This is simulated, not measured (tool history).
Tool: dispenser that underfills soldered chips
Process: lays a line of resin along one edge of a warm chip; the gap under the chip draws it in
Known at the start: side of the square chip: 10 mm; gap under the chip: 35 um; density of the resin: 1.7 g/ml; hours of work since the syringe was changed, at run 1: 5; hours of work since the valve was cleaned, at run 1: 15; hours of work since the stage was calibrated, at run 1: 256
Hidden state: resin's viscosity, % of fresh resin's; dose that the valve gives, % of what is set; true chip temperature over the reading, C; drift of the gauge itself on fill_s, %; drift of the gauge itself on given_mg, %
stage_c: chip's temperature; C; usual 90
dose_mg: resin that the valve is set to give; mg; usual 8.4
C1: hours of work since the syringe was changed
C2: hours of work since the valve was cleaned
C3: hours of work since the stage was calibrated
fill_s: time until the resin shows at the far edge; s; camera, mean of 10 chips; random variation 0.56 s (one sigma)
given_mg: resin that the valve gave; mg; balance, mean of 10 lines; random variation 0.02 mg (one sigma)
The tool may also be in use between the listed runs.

Run 1, hour 0: usual settings; C1 5; C2 15; C3 256. Result: fill_s 60.6 s, given_mg 8.38 mg.
Run 2, hour 3.3: usual settings; C1 8; C2 17; C3 259. Result: fill_s 69.7 s, given_mg 8.35 mg.
At hour 5.9: new syringe of resin.
Run 3, hour 7.9: usual settings but dose_mg 8.57 mg; C1 2; C2 21; C3 263. Result: fill_s 49.8 s, given_mg 8.49 mg.
Run 4, hour 15.6: usual settings but dose_mg 8.57 mg; C1 8; C2 27; C3 269. Result: fill_s 71.1 s, given_mg 8.47 mg.
At hour 18.5: new syringe of resin.
Run 5, hour 23.8: usual settings but dose_mg 8.59 mg; C1 4; C2 33; C3 275. Result: fill_s 55.9 s, given_mg 8.49 mg.
Run 6, hour 28: usual settings but dose_mg 8.59 mg; C1 8; C2 37; C3 278. Result: fill_s 67.7 s, given_mg 8.52 mg.
At hour 30.9: new syringe of resin.
Run 7, hour 35: usual settings but dose_mg 8.59 mg; C1 3; C2 42; C3 284. Result: fill_s 52.4 s, given_mg 8.47 mg.
Run 8, hour 42.4: usual settings but dose_mg 8.59 mg; C1 9; C2 48; C3 290. Result: fill_s 74.1 s, given_mg 8.45 mg.
At hour 43.2: new syringe of resin.
Run 9, hour 48.2: usual settings; C1 4; C2 52; C3 294. Result: fill_s 56.4 s, given_mg 8.23 mg.
At hour 55.7: new syringe of resin.
Run 10, hour 55.8: usual settings; C1 0; C2 58; C3 300. Result: fill_s 44.3 s, given_mg 8.19 mg.
Run 11, hour 61.1: usual settings but stage_c 81 C; C1 4; C2 62; C3 304. Result: fill_s 80.4 s, given_mg 8.21 mg.
Run 12, hour 66.4: usual settings; C1 8; C2 66; C3 308. Result: fill_s 72 s, given_mg 8.16 mg.
At hour 68.4: new syringe of resin.
Run 13, hour 74.7: usual settings; C1 5; C2 73; C3 315. Result: fill_s 60 s, given_mg 8.17 mg.
At hour 80.8: new syringe of resin.
Run 14, hour 82.4: usual settings; C1 1; C2 79; C3 320. Result: fill_s 47.5 s, given_mg 8.14 mg.
At hour 89: dispensing valve cleaned and set on the balance.
Run 15, hour 90: usual settings but stage_c 75 C, dose_mg 9.59 mg; C1 7; C2 1; C3 326. Result: fill_s 117.3 s, given_mg 9.61 mg.
Run 16, hour 93.6: usual settings but stage_c 93 C, dose_mg 8.92 mg; C1 9; C2 4; C3 329. Result: fill_s 66.9 s, given_mg 8.96 mg.
At hour 94.4: new syringe of resin.
Run 17, hour 100.5: usual settings but stage_c 93 C, dose_mg 8.43 mg; C1 5; C2 9; C3 334. Result: fill_s 53.4 s, given_mg 8.44 mg.
Run 18, hour 104.7: usual settings but stage_c 93 C, dose_mg 8.43 mg; C1 8; C2 12; C3 337. Result: fill_s 63.1 s, given_mg 8.39 mg.
At hour 106.8: new syringe of resin.
Run 19, hour 109.7: usual settings but stage_c 89 C, dose_mg 8.3 mg; C1 2; C2 16; C3 341. Result: fill_s 51.6 s, given_mg 8.27 mg.
Run 20, hour 113.5: usual settings but dose_mg 7.53 mg; C1 5; C2 19; C3 344. Result: fill_s 61.9 s, given_mg 7.43 mg.
At hour 119.5: new syringe of resin.
Run 21, hour 120.1: usual settings but stage_c 94 C, dose_mg 8.72 mg; C1 0; C2 24; C3 349. Result: fill_s 37.5 s, given_mg 8.64 mg.
Run 22, hour 127.4: usual settings but dose_mg 10.77 mg; C1 6; C2 30; C3 355. Result: fill_s 60.1 s, given_mg 10.67 mg.
At hour 132.3: new syringe of resin.
Run 23, hour 132.5: usual settings but stage_c 93 C, dose_mg 9.37 mg; C1 0; C2 34; C3 359. Result: fill_s 39.6 s, given_mg 9.25 mg.
Run 24, hour 136: usual settings but stage_c 97 C; C1 3; C2 36; C3 361. Result: fill_s 40.4 s, given_mg 8.3 mg.
Run 25, hour 141.2: usual settings but stage_c 87 C, dose_mg 10.45 mg; C1 7; C2 41; C3 366. Result: fill_s 74.1 s, given_mg 10.33 mg.
At hour 144.6: new syringe of resin.
Run 26, hour 146: usual settings but stage_c 87 C, dose_mg 9.71 mg; C1 1; C2 44; C3 369. Result: fill_s 52 s, given_mg 9.57 mg.
Run 27, hour 151: usual settings but stage_c 85 C, dose_mg 9.39 mg; C1 5; C2 48; C3 373. Result: fill_s 71.2 s, given_mg 9.24 mg.

4 ways to go on from here, each from the tool as it stands after run 27. What would each give?
Run A, hour 156.4: usual settings but stage_c 96 C, dose_mg 10.6 mg; C1 9; C2 52; C3 377. Result: fill_s ?, given_mg ?.
Run B, hour 156.4: usual settings but stage_c 101 C, dose_mg 8.44 mg; C1 9; C2 52; C3 377. Result: fill_s ?, given_mg ?.
Run C, hour 156.4: usual settings but dose_mg 9.35 mg; C1 9; C2 52; C3 377. Result: fill_s ?, given_mg ?.
Run D, hour 156.4: usual settings but stage_c 75 C, dose_mg 8.58 mg; C1 9; C2 52; C3 377. Result: fill_s ?, given_mg ?.

run  fill_s  given_mg
  A    58.4     10.39
  B    50.5      8.28
  C    74.1      9.16
  D   142.6      8.43
Without the tool's hidden state the same runs would have given:
run  fill_s  given_mg
  A    36.3     10.59
  B    31.4      8.44
  C      46      9.34
  D    89.2      8.59
